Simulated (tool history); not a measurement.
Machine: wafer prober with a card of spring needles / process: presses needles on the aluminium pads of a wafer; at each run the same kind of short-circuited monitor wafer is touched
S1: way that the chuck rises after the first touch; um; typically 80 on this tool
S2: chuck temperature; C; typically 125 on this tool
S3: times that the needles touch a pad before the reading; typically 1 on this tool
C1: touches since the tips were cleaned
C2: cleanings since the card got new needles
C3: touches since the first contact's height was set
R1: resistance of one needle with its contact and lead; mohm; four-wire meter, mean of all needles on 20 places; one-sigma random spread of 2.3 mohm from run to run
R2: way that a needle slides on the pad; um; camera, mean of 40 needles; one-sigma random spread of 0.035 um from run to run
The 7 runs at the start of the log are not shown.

run    day  S1   S2  S3    C1  C2     C3   R1     R2
  8  2.454  80  125   3  5662   6  42781  262  14.74
     2.483  -- tips cleaned on abrasive film
  9  2.962  75  125   3  3585   7  46571  266  13.78
     3.246  -- tips cleaned on abrasive film
 10  3.462  80  103   1  1622   8  50312  253  14.76
 11  3.796  80  103   1  4127   8  52817  257  14.83
     4.025  -- tips cleaned on abrasive film
 12  4.162  80  103   1  1014   9  55539  257  14.73
 13  4.475  80  103   1  3378   9  57903  252  14.68
     4.792  -- tips cleaned on abrasive film
 14  4.838  80  103   1   343  10  60572  253   14.8
 15   5.25  80  125   1  3454  10  63683  260  14.76
     5.575  -- tips cleaned on abrasive film
 16  5.754  80  125   1  1345  11  67433  263  14.71
 17  6.154  80  125   1  4371  11  70459  260  14.63

Run 18 comes next. What will it give?
     6.354  -- tips cleaned on abrasive film
 18  6.483  80  87   1  985  12  72897   ?   ?

Run 18 yielded R1 255 mohm, R2 14.59 um.
With the hidden condition absent and the run-to-run variation left alone, this run would have shown R1 255 mohm, R2 14.75 um.
